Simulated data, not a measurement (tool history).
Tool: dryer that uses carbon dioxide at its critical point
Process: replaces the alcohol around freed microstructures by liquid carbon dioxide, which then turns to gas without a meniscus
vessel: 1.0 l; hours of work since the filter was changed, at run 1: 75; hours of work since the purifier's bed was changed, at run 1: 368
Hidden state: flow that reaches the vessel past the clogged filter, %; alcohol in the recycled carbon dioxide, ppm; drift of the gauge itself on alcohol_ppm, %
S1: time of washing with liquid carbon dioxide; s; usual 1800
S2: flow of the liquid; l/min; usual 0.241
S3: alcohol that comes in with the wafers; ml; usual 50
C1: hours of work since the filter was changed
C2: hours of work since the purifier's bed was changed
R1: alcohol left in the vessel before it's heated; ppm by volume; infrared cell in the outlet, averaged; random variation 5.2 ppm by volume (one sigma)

run 1 hour=0 | S1=1800 S2=0.241 S3=50 | C1=75 C2=368 | R1=144
run 2 hour=45 | S1=1800 S2=0.241 S3=50 | C1=100 C2=392 | R1=152
run 3 hour=102.6 | S1=1800 S2=0.241 S3=50 | C1=131 C2=424 | R1=167
run 4 hour=158.7 | S1=1800 S2=0.241 S3=50 | C1=162 C2=454 | R1=156
run 5 hour=222.6 | S1=1800 S2=0.241 S3=50 | C1=196 C2=489 | R1=187
run 6 hour=281.2 | S1=1800 S2=0.241 S3=50 | C1=228 C2=521 | R1=195
run 7 hour=339.8 | S1=1800 S2=0.241 S3=50 | C1=260 C2=553 | R1=196
run 8 hour=401.1 | S1=1800 S2=0.241 S3=50 | C1=294 C2=586 | R1=195
run 9 hour=455.7 | S1=1800 S2=0.241 S3=50 | C1=323 C2=616 | R1=199
run 10 hour=518.1 | S1=1800 S2=0.241 S3=30 | C1=357 C2=650 | R1=162
run 11 hour=574.9 | S1=1800 S2=0.241 S3=32 | C1=388 C2=681 | R1=173
run 12 hour=603.2 | S1=1800 S2=0.241 S3=32 | C1=404 C2=697 | R1=180
run 13 hour=665.7 | S1=2880 S2=0.241 S3=32 | C1=438 C2=731 | R1=93
run 14 hour=730.1 | S1=2880 S2=0.241 S3=32 | C1=473 C2=766 | R1=101
run 15 hour=765.1 | S1=2880 S2=0.241 S3=32 | C1=492 C2=785 | R1=98
run 16 hour=794.4 | S1=1800 S2=0.213 S3=50 | C1=508 C2=801 | R1=418
run 17 hour=836.5 | S1=1800 S2=0.19 S3=50 | C1=531 C2=824 | R1=657
-- hour=869.3 inlet filter changed
run 18 hour=877 | S1=1800 S2=0.19 S3=50 | C1=4 C2=845 | R1=488
run 19 hour=917.8 | S1=1800 S2=0.173 S3=50 | C1=26 C2=868 | R1=703
run 20 hour=974.2 | S1=1800 S2=0.379 S3=52 | C1=57 C2=898 | R1=102
run 21 hour=1024.9 | S1=1800 S2=0.241 S3=31 | C1=85 C2=926 | R1=183
run 22 hour=1079.4 | S1=1800 S2=0.252 S3=83 | C1=115 C2=956 | R1=256
run 23 hour=1134.2 | S1=1800 S2=0.252 S3=83 | C1=144 C2=986 | R1=261
run 24 hour=1196.6 | S1=2640 S2=0.266 S3=45 | C1=178 C2=1020 | R1=126
run 25 hour=1227.5 | S1=2640 S2=0.266 S3=45 | C1=195 C2=1036 | R1=144
run 26 hour=1268.5 | S1=2580 S2=0.241 S3=58 | C1=218 C2=1059 | R1=141
run 27 hour=1327.4 | S1=2580 S2=0.241 S3=58 | C1=250 C2=1091 | R1=136
run 28 hour=1360.3 | S1=1800 S2=0.241 S3=24 | C1=268 C2=1109 | R1=192
run 29 hour=1417.7 | S1=1800 S2=0.241 S3=39 | C1=299 C2=1140 | R1=251
run 30 hour=1477 | S1=1800 S2=0.241 S3=120 | C1=331 C2=1172 | R1=461
run 31 hour=1512.2 | S1=1800 S2=0.368 S3=25 | C1=350 C2=1192 | R1=147
run 32 hour=1569.2 | S1=2040 S2=0.276 S3=25 | C1=382 C2=1223 | R1=155
run 33 hour=1610.7 | S1=2040 S2=0.276 S3=48 | C1=404 C2=1245 | R1=167
run 34 hour=1676.2 | S1=1200 S2=0.225 S3=42 | C1=440 C2=1281 | R1=1274
run 35 hour=1731.5 | S1=1800 S2=0.161 S3=50 | C1=470 C2=1311 | R1=1287
run 36 hour=1759 | S1=1800 S2=0.161 S3=50 | C1=485 C2=1326 | R1=1303
run 37 hour=1812.4 | S1=1800 S2=0.161 S3=23 | C1=514 C2=1355 | R1=666

3 ways to go on from here, each from the tool as it stands after run 37. What would each give?
run A hour=1860.3 | S1=2700 S2=0.244 S3=23 | C1=540 C2=1381 | R1=?
run B hour=1860.3 | S1=1920 S2=0.223 S3=50 | C1=540 C2=1381 | R1=?
run C hour=1860.3 | S1=2880 S2=0.308 S3=53 | C1=540 C2=1381 | R1=?

run=A R1=167
run=B R1=352
run=C R1=164
Without the tool's hidden state the same runs would have given:
run=A R1=4
run=B R1=110
run=C R1=5
